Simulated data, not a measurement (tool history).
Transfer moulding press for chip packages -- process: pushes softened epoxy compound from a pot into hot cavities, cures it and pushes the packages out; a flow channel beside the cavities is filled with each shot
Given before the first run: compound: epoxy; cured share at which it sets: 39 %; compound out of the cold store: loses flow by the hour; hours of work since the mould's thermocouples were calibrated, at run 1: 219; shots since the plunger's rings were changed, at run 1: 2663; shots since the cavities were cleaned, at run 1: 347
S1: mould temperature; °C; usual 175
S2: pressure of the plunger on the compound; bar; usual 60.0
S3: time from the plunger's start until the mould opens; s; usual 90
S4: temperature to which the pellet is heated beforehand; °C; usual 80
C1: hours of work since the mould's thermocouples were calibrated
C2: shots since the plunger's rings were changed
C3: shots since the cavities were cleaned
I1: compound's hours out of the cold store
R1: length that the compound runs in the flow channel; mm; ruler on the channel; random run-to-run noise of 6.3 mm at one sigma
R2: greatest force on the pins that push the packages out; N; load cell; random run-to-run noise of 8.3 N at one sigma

{"run": 1, "hour": 0.0, "S1": 175, "S2": 60.0, "S3": 90, "S4": 80, "C1": 219, "C2": 2663, "C3": 347, "I1": 11.2, "R1": 824, "R2": 496}
{"hour": 6.9, "done": "cavities cleaned with cleaning compound and waxed"}
{"hour": 41.0, "done": "cavities cleaned with cleaning compound and waxed"}
{"run": 2, "hour": 47.4, "S1": 175, "S2": 60.0, "S3": 90, "S4": 80, "C1": 252, "C2": 3272, "C3": 88, "I1": 47.8, "R1": 676, "R2": 407}
{"hour": 78.9, "done": "cavities cleaned with cleaning compound and waxed"}
{"run": 3, "hour": 97.4, "S1": 175, "S2": 60.0, "S3": 90, "S4": 80, "C1": 289, "C2": 3936, "C3": 254, "I1": 19.7, "R1": 799, "R2": 481}
{"hour": 111.3, "done": "cavities cleaned with cleaning compound and waxed"}
{"hour": 143.7, "done": "cavities cleaned with cleaning compound and waxed"}
{"hour": 175.9, "done": "cavities cleaned with cleaning compound and waxed, once more"}
{"run": 4, "hour": 198.1, "S1": 175, "S2": 60.0, "S3": 90, "S4": 80, "C1": 362, "C2": 5254, "C3": 304, "I1": 35.1, "R1": 716, "R2": 477}
{"hour": 206.9, "done": "cavities cleaned with cleaning compound and waxed"}
{"hour": 239.5, "done": "cavities cleaned with cleaning compound and waxed"}
{"hour": 271.4, "done": "cavities cleaned with cleaning compound and waxed"}
{"hour": 281.3, "done": "plunger's sealing rings changed"}
{"run": 5, "hour": 289.8, "S1": 168, "S2": 60.0, "S3": 90, "S4": 80, "C1": 426, "C2": 117, "C3": 218, "I1": 31.7, "R1": 771, "R2": 656}
{"hour": 308.1, "done": "cavities cleaned with cleaning compound and waxed"}
{"hour": 342.4, "done": "cavities cleaned with cleaning compound and waxed"}
{"hour": 376.0, "done": "mould's thermocouples calibrated"}
{"hour": 377.5, "done": "cavities cleaned with cleaning compound and waxed"}
{"run": 6, "hour": 377.5, "S1": 175, "S2": 60.0, "S3": 90, "S4": 80, "C1": 0, "C2": 1229, "C3": 0, "I1": 39.1, "R1": 721, "R2": 370}
{"hour": 409.5, "done": "cavities cleaned with cleaning compound and waxed"}
{"hour": 440.9, "done": "cavities cleaned with cleaning compound and waxed"}
{"hour": 473.5, "done": "cavities cleaned with cleaning compound and waxed"}
{"run": 7, "hour": 473.6, "S1": 173, "S2": 60.0, "S3": 90, "S4": 80, "C1": 69, "C2": 2484, "C3": 1, "I1": 16.8, "R1": 813, "R2": 448}
{"hour": 504.9, "done": "cavities cleaned with cleaning compound and waxed"}
{"hour": 537.8, "done": "cavities cleaned with cleaning compound and waxed"}
{"hour": 568.9, "done": "cavities cleaned with cleaning compound and waxed"}
{"run": 8, "hour": 581.8, "S1": 173, "S2": 60.0, "S3": 90, "S4": 80, "C1": 147, "C2": 3905, "C3": 176, "I1": 24.5, "R1": 760, "R2": 507}
{"hour": 604.6, "done": "cavities cleaned with cleaning compound and waxed"}
{"hour": 636.8, "done": "cavities cleaned with cleaning compound and waxed"}
{"run": 9, "hour": 645.3, "S1": 173, "S2": 60.0, "S3": 90, "S4": 80, "C1": 193, "C2": 4735, "C3": 117, "I1": 17.0, "R1": 788, "R2": 487}
{"hour": 668.7, "done": "cavities cleaned with cleaning compound and waxed"}
{"hour": 704.5, "done": "cavities cleaned with cleaning compound and waxed"}
{"hour": 737.8, "done": "cavities cleaned with cleaning compound and waxed"}
{"run": 10, "hour": 737.8, "S1": 173, "S2": 60.0, "S3": 83, "S4": 80, "C1": 260, "C2": 5941, "C3": 0, "I1": 41.9, "R1": 668, "R2": 512}
{"hour": 768.0, "done": "plunger's sealing rings changed"}
{"hour": 776.8, "done": "cavities cleaned with cleaning compound and waxed"}
{"hour": 810.3, "done": "cavities cleaned with cleaning compound and waxed"}
{"run": 11, "hour": 821.7, "S1": 173, "S2": 60.0, "S3": 83, "S4": 80, "C1": 319, "C2": 694, "C3": 155, "I1": 45.8, "R1": 709, "R2": 566}
{"hour": 842.2, "done": "cavities cleaned with cleaning compound and waxed"}
{"hour": 873.1, "done": "cavities cleaned with cleaning compound and waxed"}
{"run": 12, "hour": 876.2, "S1": 175, "S2": 60.0, "S3": 90, "S4": 80, "C1": 358, "C2": 1401, "C3": 43, "I1": 38.1, "R1": 726, "R2": 410}
{"hour": 907.1, "done": "cavities cleaned with cleaning compound and waxed"}
{"run": 13, "hour": 930.5, "S1": 182, "S2": 60.0, "S3": 90, "S4": 80, "C1": 398, "C2": 2124, "C3": 321, "I1": 17.9, "R1": 799, "R2": 422}
{"hour": 943.0, "done": "cavities cleaned with cleaning compound and waxed"}
{"hour": 979.1, "done": "cavities cleaned with cleaning compound and waxed"}
{"run": 14, "hour": 991.3, "S1": 182, "S2": 60.0, "S3": 90, "S4": 80, "C1": 441, "C2": 2916, "C3": 168, "I1": 39.8, "R1": 702, "R2": 366}
{"hour": 1012.8, "done": "cavities cleaned with cleaning compound and waxed"}
{"hour": 1045.1, "done": "cavities cleaned with cleaning compound and waxed"}
{"hour": 1061.6, "done": "mould's thermocouples calibrated"}
{"hour": 1083.5, "done": "cavities cleaned with cleaning compound and waxed"}
{"run": 15, "hour": 1091.0, "S1": 182, "S2": 60.0, "S3": 90, "S4": 80, "C1": 21, "C2": 4194, "C3": 104, "I1": 20.0, "R1": 766, "R2": 352}
{"hour": 1118.3, "done": "cavities cleaned with cleaning compound and waxed"}
{"run": 16, "hour": 1139.0, "S1": 175, "S2": 60.0, "S3": 118, "S4": 77, "C1": 56, "C2": 4831, "C3": 284, "I1": 28.9, "R1": 747, "R2": 392}
{"hour": 1155.2, "done": "cavities cleaned with cleaning compound and waxed"}
{"hour": 1189.9, "done": "cavities cleaned with cleaning compound and waxed"}
{"run": 17, "hour": 1215.6, "S1": 171, "S2": 67.8, "S3": 92, "S4": 72, "C1": 112, "C2": 5840, "C3": 353, "I1": 29.4, "R1": 781, "R2": 587}
{"hour": 1224.1, "done": "cavities cleaned with cleaning compound and waxed"}
{"hour": 1256.1, "done": "plunger's sealing rings changed"}
{"hour": 1257.6, "done": "cavities cleaned with cleaning compound and waxed"}
{"hour": 1288.5, "done": "cavities cleaned with cleaning compound and waxed"}
{"run": 18, "hour": 1312.5, "S1": 171, "S2": 49.7, "S3": 76, "S4": 87, "C1": 180, "C2": 733, "C3": 329, "I1": 19.1, "R1": 739, "R2": 921}
{"hour": 1319.8, "done": "cavities cleaned with cleaning compound and waxed"}
{"hour": 1351.1, "done": "cavities cleaned with cleaning compound and waxed"}
{"hour": 1387.5, "done": "cavities cleaned with cleaning compound and waxed"}
{"run": 19, "hour": 1405.8, "S1": 175, "S2": 52.5, "S3": 86, "S4": 80, "C1": 247, "C2": 1949, "C3": 250, "I1": 40.2, "R1": 663, "R2": 516}
{"hour": 1421.5, "done": "cavities cleaned with cleaning compound and waxed"}
{"hour": 1459.3, "done": "cavities cleaned with cleaning compound and waxed"}
{"hour": 1494.2, "done": "cavities cleaned with cleaning compound and waxed"}
{"run": 20, "hour": 1510.6, "S1": 180, "S2": 52.5, "S3": 86, "S4": 80, "C1": 322, "C2": 3324, "C3": 225, "I1": 47.3, "R1": 626, "R2": 406}
{"hour": 1530.2, "done": "cavities cleaned with cleaning compound and waxed"}
{"hour": 1563.8, "done": "cavities cleaned with cleaning compound and waxed"}
{"run": 21, "hour": 1582.1, "S1": 181, "S2": 46.2, "S3": 86, "S4": 80, "C1": 374, "C2": 4263, "C3": 251, "I1": 18.9, "R1": 686, "R2": 414}
{"hour": 1596.4, "done": "cavities cleaned with cleaning compound and waxed"}
{"hour": 1632.1, "done": "cavities cleaned with cleaning compound and waxed"}
{"hour": 1665.7, "done": "cavities cleaned with cleaning compound and waxed"}
{"run": 22, "hour": 1666.3, "S1": 181, "S2": 48.7, "S3": 86, "S4": 80, "C1": 434, "C2": 5355, "C3": 8, "I1": 28.7, "R1": 661, "R2": 350}
{"hour": 1700.0, "done": "cavities cleaned with cleaning compound and waxed"}
{"hour": 1736.8, "done": "cavities cleaned with cleaning compound and waxed"}
{"hour": 1746.1, "done": "mould's thermocouples calibrated"}
{"hour": 1748.6, "done": "plunger's sealing rings changed"}
{"run": 23, "hour": 1760.3, "S1": 181, "S2": 48.7, "S3": 86, "S4": 80, "C1": 9, "C2": 160, "C3": 260, "I1": 21.5, "R1": 725, "R2": 421}

Difference, measured minus no-hidden-state, one row per run. Run-to-run variation is common to both terms; the gauge's own scatter need not be:
What the log doesn't record here: true mould temperature over the reading, C; pressure that reaches the compound, % of what is set; grip of the stained cavities, % over clean ones'; drift of the gauge itself on flow_mm, %; drift of the gauge itself on push_out_n, %.
run=1 R1=-20 R2=+119
run=2 R1=-20 R2=+35
run=3 R1=-29 R2=+92
run=4 R1=-34 R2=+98
run=5 R1=-2 R2=+119
run=6 R1=-9 R2=+6
run=7 R1=-19 R2=+19
run=8 R1=-28 R2=+80
run=9 R1=-35 R2=+66
run=10 R1=-38 R2=+36
run=11 R1=-5 R2=+89
run=12 R1=-9 R2=+27
run=13 R1=-16 R2=+89
run=14 R1=-19 R2=+58
run=15 R1=-30 R2=+36
run=16 R1=-33 R2=+86
run=17 R1=-42 R2=+144
run=18 R1=-6 R2=+243
run=19 R1=-12 R2=+111
run=20 R1=-18 R2=+80
run=21 R1=-26 R2=+82
run=22 R1=-32 R2=+23
run=23 R1=-2 R2=+84
